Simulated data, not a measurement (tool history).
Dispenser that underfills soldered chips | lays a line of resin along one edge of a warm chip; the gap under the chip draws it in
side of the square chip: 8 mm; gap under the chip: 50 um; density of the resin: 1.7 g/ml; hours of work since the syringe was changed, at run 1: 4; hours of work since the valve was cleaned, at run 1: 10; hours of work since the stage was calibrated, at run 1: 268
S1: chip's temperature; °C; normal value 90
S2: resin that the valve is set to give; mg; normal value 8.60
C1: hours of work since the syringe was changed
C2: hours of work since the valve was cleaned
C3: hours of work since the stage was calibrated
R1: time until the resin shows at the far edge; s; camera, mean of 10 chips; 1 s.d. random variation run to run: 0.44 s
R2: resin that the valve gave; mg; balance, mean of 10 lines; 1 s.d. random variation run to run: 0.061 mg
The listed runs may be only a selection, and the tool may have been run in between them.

run	hour	S1	S2	C1	C2	C3	R1	R2
1	0.0	90	8.60	4	10	268	42.6	8.53
# hour 5.2: new syringe of resin
2	10.9	90	8.60	4	16	274	40.5	8.38
# hour 17.6: new syringe of resin
3	22.1	90	8.60	3	23	281	39.2	8.43
# hour 30.3: new syringe of resin
4	34.2	90	8.60	2	31	289	37.4	8.26
# hour 42.3: new syringe of resin
5	47.5	90	8.60	3	39	297	39.7	8.35
# hour 55.2: new syringe of resin
6	56.2	90	8.60	1	44	302	32.2	8.16
7	63.0	90	8.60	5	48	306	45.1	8.12
# hour 68.4: new syringe of resin
8	76.9	90	8.60	5	57	315	46.9	8.03
# hour 80.7: new syringe of resin
9	88.5	90	8.60	5	64	322	45.9	8.01
# hour 93.0: new syringe of resin
10	99.1	90	8.60	4	70	328	41.2	7.84
# hour 105.8: new syringe of resin
11	105.8	90	8.60	0	74	332	31.6	7.89
12	113.9	90	8.60	5	79	337	45.4	7.91
# hour 118.1: new syringe of resin
13	126.2	90	8.60	5	87	345	47.3	7.91
# hour 131.3: new syringe of resin
14	140.0	90	8.60	5	95	353	46.1	7.83
# hour 144.3: new syringe of resin
15	152.2	90	8.60	5	102	360	44.0	7.67
# hour 157.1: new syringe of resin
16	161.4	90	8.60	3	108	366	37.2	7.62
# hour 169.3: new syringe of resin
17	174.4	90	8.60	3	116	374	39.9	7.48
# hour 181.8: new syringe of resin
18	188.4	90	8.60	4	124	382	40.5	7.46
# hour 194.6: new syringe of resin
19	196.4	90	8.60	1	129	387	33.3	7.40
20	203.1	80	9.52	5	133	391	69.9	8.26
# hour 207.4: new syringe of resin
21	211.5	83	8.60	3	138	396	49.9	7.36
# hour 220.0: new syringe of resin
22	220.2	98	8.12	0	144	402	23.6	6.89
23	226.7	87	9.87	4	148	406	47.7	8.38
# hour 230.9: dispensing valve cleaned and set on the balance
# hour 233.1: new syringe of resin
24	239.3	87	9.87	4	5	413	45.2	9.94
# hour 245.3: new syringe of resin
25	247.3	85	9.38	1	10	418	39.6	9.41
# hour 257.6: new syringe of resin
26	257.6	85	9.38	0	16	424	37.6	9.19
27	265.5	98	8.90	5	21	429	32.6	8.70
# hour 269.9: new syringe of resin
28	279.5	77	10.56	6	30	437	80.9	10.25
# hour 282.4: new syringe of resin
29	293.7	86	9.26	7	38	446	60.0	8.86
# hour 294.9: new syringe of resin
# hour 307.2: new syringe of resin
30	307.2	86	10.75	0	46	454	34.8	10.21
# hour 319.8: new syringe of resin
31	319.8	104	8.14	0	54	462	17.5	7.75
32	328.5	78	10.09	5	59	467	75.4	9.48
# hour 332.6: new syringe of resin
33	337.6	89	8.60	3	65	473	39.9	8.03
34	344.3	104	7.42	7	69	477	30.9	6.97
# hour 345.7: new syringe of resin
35	355.0	92	8.04	6	75	483	42.5	7.46

Some steps in R1 between neighbouring runs. How much of each would the tool show without its hidden state too (settings, what came in, random variation), and how much is left for the hidden state, with any gauge scatter that isn't in both results?
Hidden state present: resin's viscosity, % of fresh resin's; dose that the valve gives, % of what is set; true chip temperature over the reading, C; drift of the gauge itself on fill_s, %; drift of the gauge itself on given_mg, %.
Run 19 -> 20: S1 90 -> 80, S2 8.60 -> 9.52. R1 +36.6 s: hidden state +19.4, all else +17.2.
Run 27 -> 28: S1 98 -> 77, S2 8.90 -> 10.56, new syringe of resin. R1 +48.3 s: hidden state +16.5, all else +31.8.
Run 29 -> 30: S2 9.26 -> 10.75, new syringe of resin, new syringe of resin. R1 -25.2 s: hidden state -25.6, all else +0.4.
Run 31 -> 32: S1 104 -> 78, S2 8.14 -> 10.09. R1 +57.9 s: hidden state +22.3, all else +35.6.
